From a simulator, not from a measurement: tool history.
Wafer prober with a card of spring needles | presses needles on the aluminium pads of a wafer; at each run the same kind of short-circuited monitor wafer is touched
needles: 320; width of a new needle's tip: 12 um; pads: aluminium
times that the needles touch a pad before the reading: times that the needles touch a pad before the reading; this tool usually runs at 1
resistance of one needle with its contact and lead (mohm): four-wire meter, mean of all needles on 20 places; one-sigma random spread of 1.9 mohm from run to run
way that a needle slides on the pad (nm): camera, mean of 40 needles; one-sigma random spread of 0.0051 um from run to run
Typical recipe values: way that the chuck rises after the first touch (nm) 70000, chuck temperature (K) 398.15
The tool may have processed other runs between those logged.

run	day	way that the chuck rises after the first touch (nm)	chuck temperature (K)	times that the needles touch a pad before the reading	resistance of one needle with its contact and lead (mohm)	way that a needle slides on the pad (nm)
1	0.000	70000	398.15	1	222	15630
2	0.396	70000	398.15	3	213	15640
3	0.829	70000	309.15	1	212	15624
4	1.238	70000	309.15	1	222	15624
5	1.450	70000	309.15	1	199	15615
6	1.908	70000	398.15	1	234	15612
7	2.108	70000	398.15	1	207	15602
8	2.338	70000	398.15	1	229	15601
9	2.762	70000	328.15	1	226	15603
10	3.192	55000	310.15	2	213	12234
11	3.425	55000	310.15	2	217	12237
12	3.821	55000	310.15	2	209	12229
13	4.283	55000	310.15	2	221	12232
14	4.708	62000	398.15	1	238	13771

Removed from this log: 6 entries logged between the listed runs. Between which two listed runs does each belong, and how does the tool's hidden state at the listed run before it compare with that at the listed run after it?
In the gap between runs 2 and 3: tips cleaned on abrasive film (day 0.604)
  debris on the tips, nm: 90.2 -> 65.6; way that the needles fall short of the set height, um: 0.05 -> 0.12; tips' diameter, um: 12.02 -> 12.04
  what was measured, less what the result would be without the hidden state, resistance of one needle with its contact and lead (mohm): +9 -> +23; way that a needle slides on the pad (nm): -10 -> -26
In the gap between runs 4 and 5: tips cleaned on abrasive film (day 1.358)
  debris on the tips, nm: 93.5 -> 38.9; way that the needles fall short of the set height, um: 0.12 -> 0.17; tips' diameter, um: 12.04 -> 12.06
  what was measured, less what the result would be without the hidden state, resistance of one needle with its contact and lead (mohm): +32 -> +14; way that a needle slides on the pad (nm): -27 -> -38
In the gap between runs 6 and 7: tips cleaned on abrasive film (day 2.100)
  debris on the tips, nm: 90.5 -> 14.4; way that the needles fall short of the set height, um: 0.17 -> 0.21; tips' diameter, um: 12.06 -> 12.07
  what was measured, less what the result would be without the hidden state, resistance of one needle with its contact and lead (mohm): +27 -> +4; way that a needle slides on the pad (nm): -38 -> -48
In the gap between runs 9 and 10: tips cleaned on abrasive film (day 2.867)
  debris on the tips, nm: 93.7 -> 78.3; way that the needles fall short of the set height, um: 0.21 -> 0.26; tips' diameter, um: 12.07 -> 12.09
  what was measured, less what the result would be without the hidden state, resistance of one needle with its contact and lead (mohm): +32 -> +24; way that a needle slides on the pad (nm): -48 -> -59
In the gap between runs 11 and 12: tips cleaned on abrasive film (day 3.608)
  debris on the tips, nm: 91.4 -> 59.8; way that the needles fall short of the set height, um: 0.26 -> 0.33; tips' diameter, um: 12.09 -> 12.11
  what was measured, less what the result would be without the hidden state, resistance of one needle with its contact and lead (mohm): +28 -> +19; way that a needle slides on the pad (nm): -58 -> -73
In the gap between runs 13 and 14: tips cleaned on abrasive film (day 4.350)
  debris on the tips, nm: 94.4 -> 80; way that the needles fall short of the set height, um: 0.33 -> 0.38; tips' diameter, um: 12.11 -> 12.13
  what was measured, less what the result would be without the hidden state, resistance of one needle with its contact and lead (mohm): +29 -> +30; way that a needle slides on the pad (nm): -73 -> -86

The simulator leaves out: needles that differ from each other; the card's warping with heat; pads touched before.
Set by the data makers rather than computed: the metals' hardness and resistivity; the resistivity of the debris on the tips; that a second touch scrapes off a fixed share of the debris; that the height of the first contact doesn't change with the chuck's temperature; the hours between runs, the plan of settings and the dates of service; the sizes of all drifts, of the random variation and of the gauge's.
